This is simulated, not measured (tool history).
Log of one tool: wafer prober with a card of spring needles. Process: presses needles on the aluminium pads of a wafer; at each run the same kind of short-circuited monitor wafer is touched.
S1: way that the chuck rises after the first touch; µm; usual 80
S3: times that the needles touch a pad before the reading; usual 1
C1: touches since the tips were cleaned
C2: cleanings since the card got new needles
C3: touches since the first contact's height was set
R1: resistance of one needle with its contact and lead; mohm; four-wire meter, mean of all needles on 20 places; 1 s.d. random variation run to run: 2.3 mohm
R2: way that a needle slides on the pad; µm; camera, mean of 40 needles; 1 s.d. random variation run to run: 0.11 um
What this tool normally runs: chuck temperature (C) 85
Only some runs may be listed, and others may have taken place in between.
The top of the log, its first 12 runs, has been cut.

-- hour=99.3 tips cleaned on abrasive film
run 13 hour=100.2 | S1=80 chuck_temperature_(C)=85 S3=2 | C1=160 C2=20 C3=67229 | R1=256 R2=12.72
run 14 hour=108.4 | S1=80 chuck_temperature_(C)=85 S3=2 | C1=1657 C2=20 C3=68726 | R1=260 R2=12.92
run 15 hour=113.9 | S1=80 chuck_temperature_(C)=85 S3=2 | C1=2642 C2=20 C3=69711 | R1=256 R2=12.75
-- hour=116.9 tips cleaned on abrasive film
run 16 hour=121.6 | S1=80 chuck_temperature_(C)=85 S3=2 | C1=845 C2=21 C3=71090 | R1=259 R2=12.66
run 17 hour=129.6 | S1=67 chuck_temperature_(C)=77 S3=1 | C1=2294 C2=21 C3=72539 | R1=259 R2=10.54
-- hour=134.1 tips cleaned on abrasive film
run 18 hour=137.5 | S1=67 chuck_temperature_(C)=77 S3=1 | C1=618 C2=22 C3=73957 | R1=257 R2=10.64
run 19 hour=149.3 | S1=84 chuck_temperature_(C)=77 S3=1 | C1=2749 C2=22 C3=76088 | R1=254 R2=13.57
-- hour=151.8 tips cleaned on abrasive film
run 20 hour=160.9 | S1=84 chuck_temperature_(C)=77 S3=1 | C1=1644 C2=23 C3=78169 | R1=256 R2=13.38
-- hour=168.9 tips cleaned on abrasive film
run 21 hour=172.1 | S1=84 chuck_temperature_(C)=77 S3=1 | C1=581 C2=24 C3=80182 | R1=259 R2=13.37
run 22 hour=181.1 | S1=84 chuck_temperature_(C)=77 S3=1 | C1=2220 C2=24 C3=81821 | R1=254 R2=13.28
-- hour=186.2 tips cleaned on abrasive film
run 23 hour=188.9 | S1=72 chuck_temperature_(C)=64 S3=3 | C1=478 C2=25 C3=83207 | R1=253 R2=11.38
run 24 hour=200.5 | S1=63 chuck_temperature_(C)=85 S3=1 | C1=2583 C2=25 C3=85312 | R1=261 R2=10.07
-- hour=204.1 tips cleaned on abrasive film
run 25 hour=206 | S1=63 chuck_temperature_(C)=85 S3=1 | C1=354 C2=26 C3=86297 | R1=259 R2=9.96
run 26 hour=213.4 | S1=63 chuck_temperature_(C)=76 S3=1 | C1=1699 C2=26 C3=87642 | R1=261 R2=10.16
run 27 hour=220.3 | S1=80 chuck_temperature_(C)=65 S3=2 | C1=2940 C2=26 C3=88883 | R1=252 R2=12.68
-- hour=222 tips cleaned on abrasive film
run 28 hour=230 | S1=93 chuck_temperature_(C)=52 S3=1 | C1=1452 C2=27 C3=90631 | R1=247 R2=14.76
run 29 hour=236.6 | S1=87 chuck_temperature_(C)=26 S3=1 | C1=2634 C2=27 C3=91813 | R1=246 R2=13.75
-- hour=239.5 tips cleaned on abrasive film
run 30 hour=248 | S1=87 chuck_temperature_(C)=26 S3=1 | C1=1554 C2=28 C3=93874 | R1=242 R2=13.95
run 31 hour=253.4 | S1=87 chuck_temperature_(C)=26 S3=1 | C1=2534 C2=28 C3=94854 | R1=242 R2=13.87

Consider 3 possible next runs. They are alternatives, not a sequence: every one starts from the tool as it was left by run 31. What does each give?
-- hour=257.5 tips cleaned on abrasive film
run A hour=261.4 | S1=76 chuck_temperature_(C)=38 S3=2 | C1=705 C2=29 C3=96272 | R1=? R2=?
-- hour=257.5 tips cleaned on abrasive film
run B hour=261.4 | S1=88 chuck_temperature_(C)=80 S3=1 | C1=705 C2=29 C3=96272 | R1=? R2=?
-- hour=257.5 tips cleaned on abrasive film
run C hour=261.4 | S1=96 chuck_temperature_(C)=102 S3=1 | C1=705 C2=29 C3=96272 | R1=? R2=?

run=A R1=245 R2=11.88
run=B R1=254 R2=13.97
run=C R1=258 R2=15.15
Take away the tool's hidden state, keep each run's random variation, and the runs would have read:
run=A R1=245 R2=11.9
run=B R1=254 R2=13.98
run=C R1=258 R2=15.16
